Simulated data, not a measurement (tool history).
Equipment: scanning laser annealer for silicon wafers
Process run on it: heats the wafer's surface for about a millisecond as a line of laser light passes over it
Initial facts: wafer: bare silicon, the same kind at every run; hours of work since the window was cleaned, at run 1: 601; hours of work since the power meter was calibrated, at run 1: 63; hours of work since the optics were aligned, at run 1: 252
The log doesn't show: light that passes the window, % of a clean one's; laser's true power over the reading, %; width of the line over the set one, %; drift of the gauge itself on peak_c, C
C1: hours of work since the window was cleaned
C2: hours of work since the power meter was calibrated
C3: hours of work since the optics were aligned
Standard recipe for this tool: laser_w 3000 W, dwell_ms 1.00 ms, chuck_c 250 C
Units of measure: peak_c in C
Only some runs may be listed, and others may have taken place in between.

{"run": 1, "hour": 0.0, "laser_w": 3000, "dwell_ms": 1.0, "chuck_c": 250, "C1": 601, "C2": 63, "C3": 252, "peak_c": 981}
{"run": 2, "hour": 8.7, "laser_w": 3000, "dwell_ms": 1.0, "chuck_c": 250, "C1": 607, "C2": 70, "C3": 259, "peak_c": 983}
{"run": 3, "hour": 14.1, "laser_w": 3089, "dwell_ms": 1.0, "chuck_c": 250, "C1": 611, "C2": 74, "C3": 263, "peak_c": 1011}
{"run": 4, "hour": 22.0, "laser_w": 3089, "dwell_ms": 1.0, "chuck_c": 250, "C1": 617, "C2": 80, "C3": 269, "peak_c": 1003}
{"run": 5, "hour": 28.5, "laser_w": 3089, "dwell_ms": 1.0, "chuck_c": 250, "C1": 622, "C2": 84, "C3": 274, "peak_c": 1007}
{"run": 6, "hour": 34.2, "laser_w": 3089, "dwell_ms": 1.0, "chuck_c": 250, "C1": 626, "C2": 89, "C3": 278, "peak_c": 1003}
{"run": 7, "hour": 43.2, "laser_w": 3000, "dwell_ms": 1.0, "chuck_c": 250, "C1": 633, "C2": 95, "C3": 284, "peak_c": 983}
{"run": 8, "hour": 50.5, "laser_w": 3000, "dwell_ms": 1.0, "chuck_c": 250, "C1": 638, "C2": 101, "C3": 290, "peak_c": 981}
{"run": 9, "hour": 56.3, "laser_w": 2810, "dwell_ms": 1.0, "chuck_c": 250, "C1": 643, "C2": 105, "C3": 294, "peak_c": 928}
{"run": 10, "hour": 62.6, "laser_w": 2810, "dwell_ms": 1.0, "chuck_c": 250, "C1": 648, "C2": 110, "C3": 299, "peak_c": 927}
{"run": 11, "hour": 74.8, "laser_w": 2810, "dwell_ms": 1.0, "chuck_c": 250, "C1": 657, "C2": 119, "C3": 308, "peak_c": 929}
{"run": 12, "hour": 85.1, "laser_w": 3000, "dwell_ms": 1.0, "chuck_c": 250, "C1": 664, "C2": 127, "C3": 316, "peak_c": 976}
{"run": 13, "hour": 93.1, "laser_w": 2726, "dwell_ms": 1.0, "chuck_c": 250, "C1": 670, "C2": 133, "C3": 322, "peak_c": 904}
{"run": 14, "hour": 100.6, "laser_w": 3000, "dwell_ms": 1.0, "chuck_c": 250, "C1": 676, "C2": 139, "C3": 328, "peak_c": 979}
{"run": 15, "hour": 113.0, "laser_w": 3000, "dwell_ms": 1.0, "chuck_c": 250, "C1": 685, "C2": 148, "C3": 337, "peak_c": 975}
{"run": 16, "hour": 121.8, "laser_w": 2703, "dwell_ms": 1.0, "chuck_c": 250, "C1": 692, "C2": 154, "C3": 343, "peak_c": 898}
{"run": 17, "hour": 128.4, "laser_w": 2703, "dwell_ms": 1.0, "chuck_c": 250, "C1": 697, "C2": 159, "C3": 348, "peak_c": 895}
{"run": 18, "hour": 137.8, "laser_w": 2703, "dwell_ms": 1.0, "chuck_c": 250, "C1": 704, "C2": 166, "C3": 355, "peak_c": 894}
{"hour": 146.2, "done": "window over the wafer cleaned"}
{"run": 19, "hour": 149.6, "laser_w": 3080, "dwell_ms": 0.92, "chuck_c": 229, "C1": 3, "C2": 174, "C3": 363, "peak_c": 982}
{"run": 20, "hour": 162.2, "laser_w": 3080, "dwell_ms": 0.92, "chuck_c": 229, "C1": 12, "C2": 183, "C3": 372, "peak_c": 981}
{"run": 21, "hour": 169.3, "laser_w": 2597, "dwell_ms": 0.72, "chuck_c": 215, "C1": 17, "C2": 189, "C3": 378, "peak_c": 764}
{"run": 22, "hour": 179.9, "laser_w": 3000, "dwell_ms": 1.21, "chuck_c": 250, "C1": 25, "C2": 197, "C3": 386, "peak_c": 1084}
{"run": 23, "hour": 189.2, "laser_w": 3000, "dwell_ms": 1.21, "chuck_c": 250, "C1": 32, "C2": 204, "C3": 393, "peak_c": 1084}
{"run": 24, "hour": 199.3, "laser_w": 3000, "dwell_ms": 0.82, "chuck_c": 220, "C1": 40, "C2": 211, "C3": 400, "peak_c": 910}
{"run": 25, "hour": 207.0, "laser_w": 3000, "dwell_ms": 0.82, "chuck_c": 219, "C1": 46, "C2": 217, "C3": 406, "peak_c": 908}
{"run": 26, "hour": 212.9, "laser_w": 3082, "dwell_ms": 0.92, "chuck_c": 245, "C1": 50, "C2": 221, "C3": 410, "peak_c": 994}
{"run": 27, "hour": 220.0, "laser_w": 3082, "dwell_ms": 1.13, "chuck_c": 287, "C1": 55, "C2": 227, "C3": 416, "peak_c": 1117}
{"run": 28, "hour": 226.4, "laser_w": 3082, "dwell_ms": 1.09, "chuck_c": 239, "C1": 60, "C2": 231, "C3": 420, "peak_c": 1055}
{"run": 29, "hour": 237.0, "laser_w": 2617, "dwell_ms": 0.87, "chuck_c": 248, "C1": 68, "C2": 239, "C3": 428, "peak_c": 856}
{"run": 30, "hour": 248.2, "laser_w": 2617, "dwell_ms": 0.87, "chuck_c": 248, "C1": 77, "C2": 248, "C3": 437, "peak_c": 855}
{"run": 31, "hour": 258.9, "laser_w": 3004, "dwell_ms": 0.88, "chuck_c": 257, "C1": 85, "C2": 256, "C3": 445, "peak_c": 969}
{"run": 32, "hour": 265.5, "laser_w": 3004, "dwell_ms": 0.88, "chuck_c": 257, "C1": 90, "C2": 261, "C3": 450, "peak_c": 971}
{"run": 33, "hour": 273.4, "laser_w": 2595, "dwell_ms": 0.88, "chuck_c": 257, "C1": 95, "C2": 267, "C3": 456, "peak_c": 861}
{"run": 34, "hour": 279.8, "laser_w": 3003, "dwell_ms": 0.97, "chuck_c": 243, "C1": 100, "C2": 271, "C3": 460, "peak_c": 987}
{"run": 35, "hour": 289.1, "laser_w": 3003, "dwell_ms": 0.97, "chuck_c": 243, "C1": 107, "C2": 278, "C3": 467, "peak_c": 989}
{"run": 36, "hour": 296.3, "laser_w": 2811, "dwell_ms": 1.0, "chuck_c": 250, "C1": 113, "C2": 284, "C3": 473, "peak_c": 952}

Here are 3 independent what-if runs from the current tool condition. What would each one return?
{"run": "A", "hour": 305.4, "laser_w": 2803, "dwell_ms": 1.01, "chuck_c": 274, "C1": 119, "C2": 291, "C3": 480, "peak_c": "?"}
{"run": "B", "hour": 305.4, "laser_w": 3000, "dwell_ms": 1.0, "chuck_c": 220, "C1": 119, "C2": 291, "C3": 480, "peak_c": "?"}
{"run": "C", "hour": 305.4, "laser_w": 3062, "dwell_ms": 0.77, "chuck_c": 256, "C1": 119, "C2": 291, "C3": 480, "peak_c": "?"}

run=A peak_c=977
run=B peak_c=977
run=C peak_c=934
Stripped of hidden state, with their random variation kept, the same runs would have yielded:
run=A peak_c=991
run=B peak_c=992
run=C peak_c=947
